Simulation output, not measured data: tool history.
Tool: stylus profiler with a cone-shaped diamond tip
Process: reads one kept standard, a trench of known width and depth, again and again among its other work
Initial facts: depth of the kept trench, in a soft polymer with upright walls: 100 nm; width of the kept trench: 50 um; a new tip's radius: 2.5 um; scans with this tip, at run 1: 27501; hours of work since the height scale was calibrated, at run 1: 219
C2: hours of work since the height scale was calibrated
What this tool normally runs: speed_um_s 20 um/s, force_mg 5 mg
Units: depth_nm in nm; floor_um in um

Run 1, day 0: usual settings; scans with this tip 27501; C2 219. Result: depth_nm 101.13 nm, floor_um 47.8 um.
Run 2, day 3.208: usual settings; scans with this tip 28044; C2 263. Result: depth_nm 101.11 nm, floor_um 47.79 um.
At day 4.604: new tip fitted, height scale calibrated.
Run 3, day 6.629: usual settings; scans with this tip 343; C2 28. Result: depth_nm 101.3 nm, floor_um 48.46 um.
Run 4, day 9.95: usual settings; scans with this tip 905; C2 74. Result: depth_nm 101.26 nm, floor_um 48.51 um.
Run 5, day 13.088: usual settings; scans with this tip 1435; C2 117. Result: depth_nm 101.15 nm, floor_um 48.47 um.
Run 6, day 16.529: usual settings; scans with this tip 2018; C2 165. Result: depth_nm 101.18 nm, floor_um 48.45 um.
Run 7, day 21.4: usual settings; scans with this tip 2842; C2 232. Result: depth_nm 101.14 nm, floor_um 48.42 um.
Run 8, day 25.021: usual settings; scans with this tip 3455; C2 282. Result: depth_nm 101.22 nm, floor_um 48.45 um.
Run 9, day 30.012: usual settings; scans with this tip 4300; C2 351. Result: depth_nm 101.16 nm, floor_um 48.38 um.
Run 10, day 34.583: usual settings; scans with this tip 5074; C2 414. Result: depth_nm 101.14 nm, floor_um 48.34 um.
Run 11, day 38.721: usual settings but speed_um_s 58 um/s; scans with this tip 5774; C2 472. Result: depth_nm 101.02 nm, floor_um 48.18 um.
Run 12, day 43.458: usual settings; scans with this tip 6576; C2 537. Result: depth_nm 101.11 nm, floor_um 48.29 um.
Run 13, day 47.025: usual settings; scans with this tip 7180; C2 586. Result: depth_nm 101.27 nm, floor_um 48.34 um.
Run 14, day 50.35: usual settings but force_mg 3.49 mg; scans with this tip 7742; C2 632. Result: depth_nm 100.83 nm, floor_um 48.29 um.
Run 15, day 52.742: usual settings but force_mg 3.49 mg; scans with this tip 8147; C2 666. Result: depth_nm 100.85 nm, floor_um 48.28 um.
Run 16, day 54.838: usual settings but force_mg 3.49 mg; scans with this tip 8502; C2 694. Result: depth_nm 100.86 nm, floor_um 48.26 um.
Run 17, day 57.142: usual settings but force_mg 3.49 mg; scans with this tip 8892; C2 726. Result: depth_nm 100.83 nm, floor_um 48.19 um.
Run 18, day 62: usual settings but force_mg 3.49 mg; scans with this tip 9714; C2 793. Result: depth_nm 100.8 nm, floor_um 48.23 um.
Run 19, day 66.504: usual settings; scans with this tip 10476; C2 856. Result: depth_nm 101.05 nm, floor_um 48.17 um.
Run 20, day 69.646: usual settings; scans with this tip 11008; C2 899. Result: depth_nm 100.97 nm, floor_um 48.14 um.
Run 21, day 72.588: usual settings but speed_um_s 16 um/s; scans with this tip 11506; C2 940. Result: depth_nm 101.03 nm, floor_um 48.2 um.
Run 22, day 77.512: usual settings; scans with this tip 12339; C2 1008. Result: depth_nm 101.04 nm, floor_um 48.15 um.
Run 23, day 82.004: usual settings; scans with this tip 13100; C2 1070. Result: depth_nm 101 nm, floor_um 48.14 um.
Run 24, day 84.342: usual settings but force_mg 2.23 mg; scans with this tip 13495; C2 1102. Result: depth_nm 100.49 nm, floor_um 48.11 um.
Run 25, day 89.308: usual settings but speed_um_s 24 um/s, force_mg 9.55 mg; scans with this tip 14336; C2 1171. Result: depth_nm 101.53 nm, floor_um 48.12 um.
Run 26, day 93.133: usual settings but speed_um_s 24 um/s, force_mg 9.55 mg; scans with this tip 14984; C2 1224. Result: depth_nm 101.62 nm, floor_um 48.12 um.
Run 27, day 95.392: usual settings but speed_um_s 6 um/s, force_mg 14.32 mg; scans with this tip 15366; C2 1255. Result: depth_nm 102.14 nm, floor_um 48.13 um.
Run 28, day 97.921: usual settings but speed_um_s 33 um/s, force_mg 1.87 mg; scans with this tip 15793; C2 1290. Result: depth_nm 100.37 nm, floor_um 47.95 um.
Run 29, day 103.042: usual settings but speed_um_s 17 um/s, force_mg 2.9 mg; scans with this tip 16660; C2 1361. Result: depth_nm 100.53 nm, floor_um 48.07 um.
Run 30, day 107.492: usual settings but speed_um_s 17 um/s, force_mg 2.9 mg; scans with this tip 17414; C2 1422. Result: depth_nm 100.39 nm, floor_um 47.99 um.
Run 31, day 109.7: usual settings but speed_um_s 14 um/s, force_mg 2.9 mg; scans with this tip 17788; C2 1453. Result: depth_nm 100.55 nm, floor_um 48.02 um.
Run 32, day 114.267: usual settings but speed_um_s 11 um/s, force_mg 12.64 mg; scans with this tip 18560; C2 1516. Result: depth_nm 101.9 nm, floor_um 48.04 um.
Run 33, day 118.842: usual settings but speed_um_s 33 um/s, force_mg 3.01 mg; scans with this tip 19334; C2 1579. Result: depth_nm 100.43 nm, floor_um 47.88 um.
Run 34, day 123.8: usual settings but speed_um_s 55 um/s, force_mg 3.01 mg; scans with this tip 20174; C2 1648. Result: depth_nm 100.4 nm, floor_um 47.69 um.
Run 35, day 126.383: usual settings but speed_um_s 55 um/s, force_mg 3.01 mg; scans with this tip 20611; C2 1684. Result: depth_nm 100.38 nm, floor_um 47.73 um.
Run 36, day 130.442: usual settings but speed_um_s 33 um/s, force_mg 12.06 mg; scans with this tip 21298; C2 1740. Result: depth_nm 101.68 nm, floor_um 47.95 um.
Run 37, day 135.125: usual settings but speed_um_s 46 um/s, force_mg 7.83 mg; scans with this tip 22090; C2 1804. Result: depth_nm 101.1 nm, floor_um 47.81 um.
Run 38, day 137.608: usual settings but speed_um_s 11 um/s, force_mg 1.76 mg; scans with this tip 22511; C2 1839. Result: depth_nm 100.21 nm, floor_um 47.84 um.
Run 39, day 139.817: usual settings but speed_um_s 9 um/s, force_mg 3.29 mg; scans with this tip 22885; C2 1869. Result: depth_nm 100.44 nm, floor_um 47.97 um.
Run 40, day 144.167: usual settings but speed_um_s 9 um/s, force_mg 3.29 mg; scans with this tip 23621; C2 1929. Result: depth_nm 100.57 nm, floor_um 47.85 um.
At day 148.079: height scale calibrated on a step standard.
Run 41, day 148.488: usual settings but speed_um_s 14 um/s, force_mg 13.55 mg; scans with this tip 24349; C2 6. Result: depth_nm 102.3 nm, floor_um 47.86 um.
Run 42, day 152.271: usual settings but speed_um_s 14 um/s, force_mg 13.55 mg; scans with this tip 24989; C2 58. Result: depth_nm 102.33 nm, floor_um 47.9 um.
Run 43, day 156.242: usual settings but speed_um_s 7 um/s, force_mg 7.04 mg; scans with this tip 25661; C2 113. Result: depth_nm 101.45 nm, floor_um 47.91 um.
Run 44, day 158.45: usual settings but speed_um_s 7 um/s, force_mg 7.04 mg; scans with this tip 26035; C2 143. Result: depth_nm 101.36 nm, floor_um 47.91 um.
Run 45, day 162.796: usual settings but force_mg 12.89 mg; scans with this tip 26770; C2 203. Result: depth_nm 102.13 nm, floor_um 47.86 um.
Run 46, day 167.75: usual settings but force_mg 9.93 mg; scans with this tip 27609; C2 272. Result: depth_nm 101.75 nm, floor_um 47.82 um.
Run 47, day 170.35: usual settings but force_mg 9.93 mg; scans with this tip 28049; C2 308. Result: depth_nm 101.79 nm, floor_um 47.79 um.

Pick out some run-to-run changes in depth_nm. Of each, how much would a tool without hidden state show as well, from the settings, what came in and chance, and how much is left for the hidden state and any gauge scatter not in both results compared?
What the log doesn't record here: radius of the tip, um; height scale over the true one, %; drift of the gauge itself on depth_nm, %; drift of the gauge itself on floor_um, %.
Run 2 -> 3: new tip fitted, height scale calibrated. depth_nm +0.19 nm: hidden state +0.06, all else +0.13.
Run 8 -> 9: no setting touched and nothing written in the log between the runs. depth_nm -0.06 nm: hidden state -0.03, all else -0.03.
Run 27 -> 28: speed_um_s 6 -> 33, force_mg 14.32 -> 1.87. depth_nm -1.77 nm: hidden state +0, all else -1.77.
Run 32 -> 33: speed_um_s 11 -> 33, force_mg 12.64 -> 3.01. depth_nm -1.47 nm: hidden state -0.01, all else -1.46.
Run 40 -> 41: speed_um_s 9 -> 14, force_mg 3.29 -> 13.55, height scale calibrated on a step standard. depth_nm +1.73 nm: hidden state +0.44, all else +1.29.
